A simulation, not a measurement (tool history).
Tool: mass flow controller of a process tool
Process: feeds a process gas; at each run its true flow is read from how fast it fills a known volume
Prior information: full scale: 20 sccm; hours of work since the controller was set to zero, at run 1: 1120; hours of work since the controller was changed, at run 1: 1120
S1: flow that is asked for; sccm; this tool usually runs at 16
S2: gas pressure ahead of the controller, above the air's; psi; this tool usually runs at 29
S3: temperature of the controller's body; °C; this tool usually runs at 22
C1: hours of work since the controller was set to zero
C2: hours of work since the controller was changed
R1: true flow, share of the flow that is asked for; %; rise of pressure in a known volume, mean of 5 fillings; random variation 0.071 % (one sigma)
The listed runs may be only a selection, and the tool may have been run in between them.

run,hour,S1,S2,S3,C1,C2,R1
1,0,16,29,22,1120,1120,99.8
2,45.8,16,29,36,1152,1152,98.38
3,99.2,16,29,36,1190,1190,98.42
4,171.7,16,29,22,1240,1240,99.9
5,242.9,16,29,22,1290,1290,99.92
6,314.6,16,29,22,1340,1340,99.79
7,396.7,16,29,22,1397,1397,99.78
8,469,16,29,22,1448,1448,99.65
9,519.8,16,29,22,1483,1483,99.76
10,577.6,2,29,22,1524,1524,98.2
11,637.1,16,32.8,22,1565,1565,99.6
12,722.7,16,32.8,22,1625,1625,99.59
13,793.4,16,32.8,22,1675,1675,99.57
14,895.3,16,32.8,22,1746,1746,99.34
15,993.6,16,34.5,22,1814,1814,99.41
16,1061.7,16,34.5,22,1862,1862,99.35
17,1124.8,16,29,22,1906,1906,99.5
18,1234.7,16,29,22,1983,1983,99.52
19,1333,16,29,22,2052,2052,99.53
20,1423.4,16,29,22,2115,2115,99.29
21,1514.4,16,29.3,22,2178,2178,99.29
22,1621.3,16,29.3,22,2253,2253,99.41
23,1676.3,16,22.2,31,2291,2291,98.62
24,1764.3,16,23.8,27,2353,2353,98.8
25,1849.5,16,25.5,39,2412,2412,97.65
26,1960.7,11,24.4,31,2490,2490,97.84
27,2031,11,37.7,21,2539,2539,98.49
28,2101.5,4,33.4,23,2588,2588,97.59
29,2210.5,4,33.4,23,2664,2664,97.55
30,2303.9,15,23.8,22,2730,2730,99.06
31,2400,3,39,34,2797,2797,96.1
32,2465.7,3,39,34,2843,2843,96.16
33,2526.2,2,36.4,30,2885,2885,96.48
34,2600.8,2,36.4,30,2937,2937,96.48
35,2705.3,2,36.4,30,3010,3010,96.39
36,2814.3,2,38.9,32,3086,3086,96.33
37,2917.5,2,38.9,32,3158,3158,96.11
38,3026.2,16,35.2,21,3234,3234,98.76
39,3130.7,3,40.6,36,3307,3307,95.62
40,3222.7,16,29,24,3371,3371,98.59
# hour 3238.3: gauge calibrated
41,3318.7,16,26.3,31,3438,3438,98.94
42,3386.5,16,26.3,31,3486,3486,98.91

Some steps in R1, run to run, broken into two amounts with sign: the step expected even without the hidden condition (settings, incoming material, random variation), and the rest, left for the hidden condition together with whatever gauge scatter is not in both the measured and the hidden-condition-free result:
The tool's hidden condition here consists of: flow at rest that the sensor doesn't see, % of full scale; true flow over the shown one, %; drift of the gauge itself on true_pct, %.
Run 30 -> 31: S1 15 -> 3, S2 23.8 -> 39, S3 22 -> 34. R1 -2.96 %: hidden state +0.01, all else -2.97.
Run 37 -> 38: S1 2 -> 16, S2 38.9 -> 35.2, S3 32 -> 21. R1 +2.65 %: hidden state -0.09, all else +2.74.
Run 38 -> 39: S1 16 -> 3, S2 35.2 -> 40.6, S3 21 -> 36. R1 -3.14 %: hidden state +0.01, all else -3.15.
Run 39 -> 40: S1 3 -> 16, S2 40.6 -> 29, S3 36 -> 24. R1 +2.97 %: hidden state -0.08, all else +3.05.
Run 40 -> 41: S2 29 -> 26.3, S3 24 -> 31, gauge calibrated. R1 +0.35 %: hidden state +1.12, all else -0.77.
